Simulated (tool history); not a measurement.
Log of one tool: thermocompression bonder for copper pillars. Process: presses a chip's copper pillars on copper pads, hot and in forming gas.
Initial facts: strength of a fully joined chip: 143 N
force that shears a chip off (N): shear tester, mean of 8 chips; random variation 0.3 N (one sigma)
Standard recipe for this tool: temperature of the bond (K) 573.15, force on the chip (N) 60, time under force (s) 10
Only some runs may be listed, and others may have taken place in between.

run,hour,temperature of the bond (K),force on the chip (N),time under force (s),force that shears a chip off (N)
1,0,573.15,60,10,87.5
2,17.6,573.15,60,10,87.8
3,26.8,573.15,60,10,88.5
4,37.6,573.15,60,10,88.1
5,51.1,573.15,60,10,87.7
6,66.3,573.15,60,10,88.1
7,78.9,573.15,60,10,87.6
8,94.3,573.15,60,10,88.1
9,106.1,565.15,60,10,84.1
10,114.5,565.15,60,24,106.9
11,124.8,565.15,60,24,106.6
12,133.3,573.15,45,8,61.9
13,142.9,575.15,45,18,83.3
14,154.2,575.15,45,18,82.8
15,171.9,575.15,45,18,83.4
16,180.8,575.15,45,18,83.1
17,192.2,575.15,45,18,82.9
18,201,567.15,60,10,85.2
19,215.3,552.15,60,12,81.1
20,229.1,570.15,62,19,105.8
21,239.2,570.15,68,6,83

5 ways to go on from here, each from the tool as it stands after run 21. What would each give?
A,255.2,596.15,74,5,?
B,255.2,573.15,60,7,?
C,255.2,598.15,60,10,?
D,255.2,552.15,68,12,?
E,255.2,595.15,56,11,?

run,force that shears a chip off (N)
A,99.3
B,79.4
C,102.2
D,90.7
E,97.9
Without the tool's unlogged condition, the same runs would have read:
run,force that shears a chip off (N)
A,98.1
B,78.4
C,100.9
D,89.6
E,96.7

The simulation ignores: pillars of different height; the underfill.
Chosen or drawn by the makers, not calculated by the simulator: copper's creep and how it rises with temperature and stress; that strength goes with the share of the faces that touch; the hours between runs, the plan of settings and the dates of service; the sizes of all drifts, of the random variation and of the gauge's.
